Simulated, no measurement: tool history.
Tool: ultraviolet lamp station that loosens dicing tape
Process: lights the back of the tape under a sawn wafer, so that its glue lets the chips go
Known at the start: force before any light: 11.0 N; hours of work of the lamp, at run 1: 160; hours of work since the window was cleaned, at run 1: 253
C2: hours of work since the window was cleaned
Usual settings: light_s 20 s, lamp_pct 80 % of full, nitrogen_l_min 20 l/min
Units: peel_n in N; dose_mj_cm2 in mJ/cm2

Run 1, hour 0: usual settings; hours of work of the lamp 160; C2 253. Result: peel_n 0.768 N, dose_mj_cm2 404 mJ/cm2.
Run 2, hour 8.9: usual settings; hours of work of the lamp 165; C2 258. Result: peel_n 0.758 N, dose_mj_cm2 403 mJ/cm2.
Run 3, hour 19.5: usual settings; hours of work of the lamp 170; C2 263. Result: peel_n 0.76 N, dose_mj_cm2 400 mJ/cm2.
Run 4, hour 31.6: usual settings but light_s 23 s; hours of work of the lamp 177; C2 269. Result: peel_n 0.544 N, dose_mj_cm2 462 mJ/cm2.
Run 5, hour 38.6: usual settings; hours of work of the lamp 180; C2 273. Result: peel_n 0.82 N, dose_mj_cm2 394 mJ/cm2.
Run 6, hour 48.4: usual settings; hours of work of the lamp 185; C2 278. Result: peel_n 0.784 N, dose_mj_cm2 398 mJ/cm2.
Run 7, hour 54.9: usual settings but lamp_pct 75 % of full; hours of work of the lamp 189; C2 281. Result: peel_n 0.877 N, dose_mj_cm2 375 mJ/cm2.
Run 8, hour 64.7: usual settings but lamp_pct 75 % of full; hours of work of the lamp 194; C2 287. Result: peel_n 0.94 N, dose_mj_cm2 372 mJ/cm2.
Run 9, hour 74.2: usual settings but lamp_pct 75 % of full; hours of work of the lamp 199; C2 291. Result: peel_n 0.919 N, dose_mj_cm2 364 mJ/cm2.
Run 10, hour 82.4: usual settings but light_s 10 s, lamp_pct 61 % of full, nitrogen_l_min 9 l/min; hours of work of the lamp 203; C2 296. Result: peel_n 4.713 N, dose_mj_cm2 154 mJ/cm2.
Run 11, hour 94.4: usual settings but light_s 10 s, lamp_pct 61 % of full, nitrogen_l_min 9 l/min; hours of work of the lamp 209; C2 302. Result: peel_n 4.832 N, dose_mj_cm2 151 mJ/cm2.
Run 12, hour 101.5: usual settings but nitrogen_l_min 12 l/min; hours of work of the lamp 213; C2 306. Result: peel_n 1.123 N, dose_mj_cm2 393 mJ/cm2.
Run 13, hour 108.7: usual settings but nitrogen_l_min 12 l/min; hours of work of the lamp 216; C2 309. Result: peel_n 1.073 N, dose_mj_cm2 391 mJ/cm2.
Run 14, hour 115.2: usual settings but nitrogen_l_min 12 l/min; hours of work of the lamp 220; C2 313. Result: peel_n 1.129 N, dose_mj_cm2 390 mJ/cm2.
Run 15, hour 124.3: usual settings but light_s 13 s, lamp_pct 70 % of full, nitrogen_l_min 14 l/min; hours of work of the lamp 224; C2 317. Result: peel_n 2.866 N, dose_mj_cm2 222 mJ/cm2.

4 ways to go on from here, each from the tool as it stands after run 15. What would each give?
Run A, hour 132.8: usual settings but light_s 14 s, lamp_pct 64 % of full, nitrogen_l_min 11 l/min; hours of work of the lamp 229; C2 322. Result: peel_n ?, dose_mj_cm2 ?.
Run B, hour 132.8: usual settings but light_s 13 s, lamp_pct 70 % of full, nitrogen_l_min 13 l/min; hours of work of the lamp 229; C2 322. Result: peel_n ?, dose_mj_cm2 ?.
Run C, hour 132.8: usual settings but light_s 14 s, lamp_pct 78 % of full, nitrogen_l_min 8 l/min; hours of work of the lamp 229; C2 322. Result: peel_n ?, dose_mj_cm2 ?.
Run D, hour 132.8: usual settings but light_s 11 s, lamp_pct 60 % of full, nitrogen_l_min 9 l/min; hours of work of the lamp 229; C2 322. Result: peel_n ?, dose_mj_cm2 ?.

run  peel_n  dose_mj_cm2
  A   3.008          217
  B   2.786          221
  C   2.719          265
  D   4.494          156
Without the tool's hidden state the same runs would have given:
run  peel_n  dose_mj_cm2
  A   2.277          266
  B   2.073          270
  C   1.997          324
  D    3.69          192

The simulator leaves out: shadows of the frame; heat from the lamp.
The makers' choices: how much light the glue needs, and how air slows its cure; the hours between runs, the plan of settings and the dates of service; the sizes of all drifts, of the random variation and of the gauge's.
